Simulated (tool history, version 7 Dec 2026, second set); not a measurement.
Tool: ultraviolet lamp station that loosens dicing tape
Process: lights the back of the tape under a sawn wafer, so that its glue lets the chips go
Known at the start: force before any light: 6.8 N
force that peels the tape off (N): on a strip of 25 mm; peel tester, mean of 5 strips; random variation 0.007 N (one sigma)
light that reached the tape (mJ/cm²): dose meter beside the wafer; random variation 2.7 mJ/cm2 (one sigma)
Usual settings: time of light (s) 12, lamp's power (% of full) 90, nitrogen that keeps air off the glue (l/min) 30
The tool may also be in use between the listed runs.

run,day,time of light (s),lamp's power (% of full),nitrogen that keeps air off the glue (l/min),force that peels the tape off (N),light that reached the tape (mJ/cm²)
1,0.000,12,90,30,0.314,328
2,0.638,8,90,30,0.771,218
3,1.075,12,90,30,0.326,324
4,1.975,12,61,30,0.798,219
5,2.708,12,61,30,0.776,219
6,3.325,12,90,30,0.308,325
7,3.696,12,90,9,0.976,321
8,4.333,12,90,30,0.331,320
9,5.008,12,90,30,0.320,325
10,5.425,12,90,30,0.335,317
# day 6.342: window cleaned of glue's vapour
11,6.346,12,90,30,0.266,346
12,7.254,12,90,30,0.274,352
13,7.958,12,90,27,0.313,347
14,8.400,12,90,27,0.322,352
15,9.221,12,90,27,0.315,347
16,9.675,12,90,27,0.312,345
17,10.379,12,90,30,0.283,343
18,11.150,12,90,30,0.286,341
19,11.704,12,90,30,0.301,345
20,12.504,12,90,30,0.296,342
21,13.350,12,90,30,0.296,338
22,13.862,12,75,30,0.446,282
23,14.546,12,85,26,0.398,320
24,15.396,12,85,26,0.394,321
25,15.929,12,63,25,0.776,228
26,16.558,12,63,25,0.803,232
27,17.117,12,73,22,0.651,272
28,17.721,9,77,12,1.592,214
29,18.404,9,77,12,1.640,211
30,18.917,9,77,12,1.625,214
31,19.408,12,73,39,0.414,265
32,19.971,6,73,56,1.302,132
33,20.404,17,82,50,0.122,421
34,20.792,13,78,19,0.572,301
35,21.212,13,73,30,0.428,289
36,21.975,13,73,30,0.431,284
37,22.762,12,84,26,0.443,304
38,23.608,12,70,30,0.564,248
39,24.317,19,90,23,0.153,512
40,24.888,10,61,38,0.960,180
41,25.646,8,90,31,0.824,217
42,26.538,8,87,30,0.912,204
43,27.446,12,90,36,0.296,312

Forecast each of these 4 alternatives for the next run:
A,27.892,10,65,30,?,?
B,27.892,12,65,36,?,?
C,27.892,17,63,30,?,?
D,27.892,12,82,12,?,?

run,force that peels the tape off (N),light that reached the tape (mJ/cm²)
A,1.032,193
B,0.629,226
C,0.362,318
D,0.970,287
Without the tool's hidden state the same runs would have given:
run,force that peels the tape off (N),light that reached the tape (mJ/cm²)
A,0.775,223
B,0.450,263
C,0.257,370
D,0.724,334
